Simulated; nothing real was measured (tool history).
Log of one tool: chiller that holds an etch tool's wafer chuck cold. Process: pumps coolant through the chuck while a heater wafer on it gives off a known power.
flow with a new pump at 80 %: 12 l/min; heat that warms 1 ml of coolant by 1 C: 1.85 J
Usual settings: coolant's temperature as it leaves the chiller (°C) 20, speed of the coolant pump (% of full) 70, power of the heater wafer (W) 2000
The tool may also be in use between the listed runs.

run    hour  coolant's temperature as it leaves the chiller (°C)  speed of the coolant pump (% of full)  power of the heater wafer (W)  chuck's temperature once it has settled (°C)  how much warmer the coolant comes back (C)
  1       0                                                   20                                     70                           2000                                          37.6                                        6.29
  2   128.9                                                   20                                     70                           2000                                          37.5                                        6.23
  3   235.9                                                   20                                     70                           1798                                          35.6                                        5.57
  4   324.3                                                   20                                     70                           1798                                          35.8                                        5.59
  5   422.6                                                   20                                     61                           2000                                          39.2                                         7.2
  6   531.4                                                   20                                     63                           2000                                            39                                        6.91
      620.1  -- chiller's thermometer calibrated
  7   661.5                                                   20                                     70                           2000                                          37.7                                        6.26
  8   751.3                                                   20                                     70                           2000                                          37.5                                        6.16
  9   832.9                                                   20                                     70                           1751                                          35.1                                        5.38
 10   949.6                                                   20                                     70                           1751                                          35.5                                        5.36
 11  1077.2                                                   20                                     94                           1127                                            28                                        2.45
 12  1187.6                                                   20                                     94                           1127                                          28.2                                        2.41
 13  1320.9                                                   13                                     70                           1116                                          22.8                                        3.36
 14  1451.8                                                   13                                     66                           1457                                          26.2                                         4.7
 15  1531.7                                                   13                                     66                           1457                                          26.3                                         4.7

The next listed run, before its measurement:
 16  1621.7                                                   11                                     76                           2000                                             ?                                           ?

chuck's temperature once it has settled (°C): 27.6
how much warmer the coolant comes back (C): 5.5
Without the tool's hidden state the same run would have given chuck's temperature once it has settled (°C) 27.6, how much warmer the coolant comes back (C) 5.69.
